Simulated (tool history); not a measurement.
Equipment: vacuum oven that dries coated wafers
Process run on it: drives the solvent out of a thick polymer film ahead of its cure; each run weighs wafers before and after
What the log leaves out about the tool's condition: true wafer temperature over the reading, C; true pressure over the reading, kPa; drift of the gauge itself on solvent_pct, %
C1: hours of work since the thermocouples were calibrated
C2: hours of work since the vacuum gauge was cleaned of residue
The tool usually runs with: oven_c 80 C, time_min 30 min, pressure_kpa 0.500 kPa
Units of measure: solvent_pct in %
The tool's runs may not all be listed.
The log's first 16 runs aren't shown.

run 17 hour=342.3 | oven_c=80 time_min=26 pressure_kpa=0.500 | C1=1143 C2=274 | solvent_pct=1.89
run 18 hour=363.6 | oven_c=80 time_min=26 pressure_kpa=0.500 | C1=1157 C2=288 | solvent_pct=1.92
run 19 hour=395.8 | oven_c=80 time_min=30 pressure_kpa=0.500 | C1=1177 C2=308 | solvent_pct=1.37
run 20 hour=413.4 | oven_c=80 time_min=30 pressure_kpa=0.500 | C1=1188 C2=320 | solvent_pct=1.34
run 21 hour=436.9 | oven_c=80 time_min=47 pressure_kpa=0.500 | C1=1203 C2=335 | solvent_pct=0.38
run 22 hour=453.1 | oven_c=84 time_min=47 pressure_kpa=0.500 | C1=1214 C2=345 | solvent_pct=0.22
run 23 hour=480.6 | oven_c=84 time_min=47 pressure_kpa=0.500 | C1=1231 C2=363 | solvent_pct=0.23
run 24 hour=493.8 | oven_c=83 time_min=22 pressure_kpa=0.265 | C1=1240 C2=371 | solvent_pct=1.82
run 25 hour=518.1 | oven_c=83 time_min=22 pressure_kpa=0.265 | C1=1255 C2=387 | solvent_pct=1.84
run 26 hour=549.0 | oven_c=75 time_min=23 pressure_kpa=0.329 | C1=1275 C2=406 | solvent_pct=3.77
run 27 hour=580.1 | oven_c=80 time_min=30 pressure_kpa=1.410 | C1=1295 C2=426 | solvent_pct=1.51
run 28 hour=609.1 | oven_c=80 time_min=30 pressure_kpa=1.134 | C1=1314 C2=445 | solvent_pct=1.46
run 29 hour=637.9 | oven_c=80 time_min=24 pressure_kpa=0.286 | C1=1332 C2=463 | solvent_pct=2.09
-- hour=647.0 oven's thermocouples calibrated
run 30 hour=666.3 | oven_c=90 time_min=24 pressure_kpa=0.286 | C1=12 C2=480 | solvent_pct=0.71
run 31 hour=682.3 | oven_c=80 time_min=30 pressure_kpa=1.283 | C1=23 C2=490 | solvent_pct=1.98
run 32 hour=704.4 | oven_c=80 time_min=30 pressure_kpa=1.283 | C1=37 C2=504 | solvent_pct=1.99
run 33 hour=735.6 | oven_c=80 time_min=30 pressure_kpa=1.283 | C1=57 C2=524 | solvent_pct=2.02
run 34 hour=754.4 | oven_c=80 time_min=30 pressure_kpa=1.283 | C1=69 C2=536 | solvent_pct=2.06
run 35 hour=786.4 | oven_c=75 time_min=22 pressure_kpa=0.682 | C1=89 C2=557 | solvent_pct=4.98
run 36 hour=815.3 | oven_c=80 time_min=21 pressure_kpa=0.692 | C1=108 C2=575 | solvent_pct=3.50
run 37 hour=835.1 | oven_c=81 time_min=30 pressure_kpa=0.593 | C1=120 C2=588 | solvent_pct=1.56
run 38 hour=853.1 | oven_c=80 time_min=49 pressure_kpa=0.500 | C1=132 C2=599 | solvent_pct=0.52
run 39 hour=876.5 | oven_c=80 time_min=18 pressure_kpa=0.500 | C1=147 C2=614 | solvent_pct=4.38
run 40 hour=889.9 | oven_c=84 time_min=36 pressure_kpa=0.985 | C1=155 C2=623 | solvent_pct=0.80
run 41 hour=918.6 | oven_c=84 time_min=36 pressure_kpa=0.985 | C1=174 C2=641 | solvent_pct=0.75

Branching from run 41: 3 alternative next runs. What would each branch give?
run A hour=936.0 | oven_c=83 time_min=28 pressure_kpa=0.500 | C1=185 C2=652 | solvent_pct=?
run B hour=936.0 | oven_c=80 time_min=29 pressure_kpa=0.500 | C1=185 C2=652 | solvent_pct=?
run C hour=936.0 | oven_c=80 time_min=21 pressure_kpa=0.533 | C1=185 C2=652 | solvent_pct=?

run=A solvent_pct=1.48
run=B solvent_pct=1.87
run=C solvent_pct=3.55
With the hidden condition removed and each run's random variation left untouched, the same runs would have given:
run=A solvent_pct=1.65
run=B solvent_pct=2.09
run=C solvent_pct=3.85
